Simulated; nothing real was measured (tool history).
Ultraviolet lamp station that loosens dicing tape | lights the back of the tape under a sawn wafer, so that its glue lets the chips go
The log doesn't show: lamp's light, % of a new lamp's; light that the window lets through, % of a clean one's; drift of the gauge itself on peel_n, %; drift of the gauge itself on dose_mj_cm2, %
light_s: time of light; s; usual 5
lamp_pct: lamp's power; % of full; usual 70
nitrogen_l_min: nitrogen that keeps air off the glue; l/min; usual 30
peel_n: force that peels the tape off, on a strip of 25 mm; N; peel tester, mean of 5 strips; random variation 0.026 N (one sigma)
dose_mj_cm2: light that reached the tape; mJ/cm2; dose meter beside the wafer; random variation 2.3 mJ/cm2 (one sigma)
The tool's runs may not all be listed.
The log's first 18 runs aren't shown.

run     day  light_s  lamp_pct  nitrogen_l_min  hours of work of the lamp  hours of work since the window was cleaned  peel_n  dose_mj_cm2
 19  17.838        5        70              30                        362                                          18   1.935          181
 20  18.817        5        70              30                        372                                          29   1.921          177
 21  19.546        5        70              30                        379                                          36    1.98          176
 22   20.25        5        70              30                        387                                          43    2.04          177
 23  21.183        3        70              33                        396                                          53   3.397          107
 24  22.238        3        65              15                        407                                          64    4.73           96
 25   23.35        3        61              10                        419                                          75    5.12           89
 26  24.488        5        70              19                        430                                          87   2.612          163
 27  25.192        5        80              11                        438                                          94   2.926          192
 28  26.396        3        99              27                        450                                         107   2.778          138
 29  27.179        3        99              27                        458                                         115   2.881          138
 30  28.454        3        99              22                        471                                         128   3.149          134
 31  29.008        3        99              22                        477                                         134   3.192          135

Run 32 comes next. What will it give?
 32  30.2        7        67              31                        489                                         146       ?            ?

{"run 32": {"peel_n": 1.505, "dose_mj_cm2": 210}}
Without the tool's hidden state the same run would have given peel_n 0.717 N, dose_mj_cm2 317 mJ/cm2.
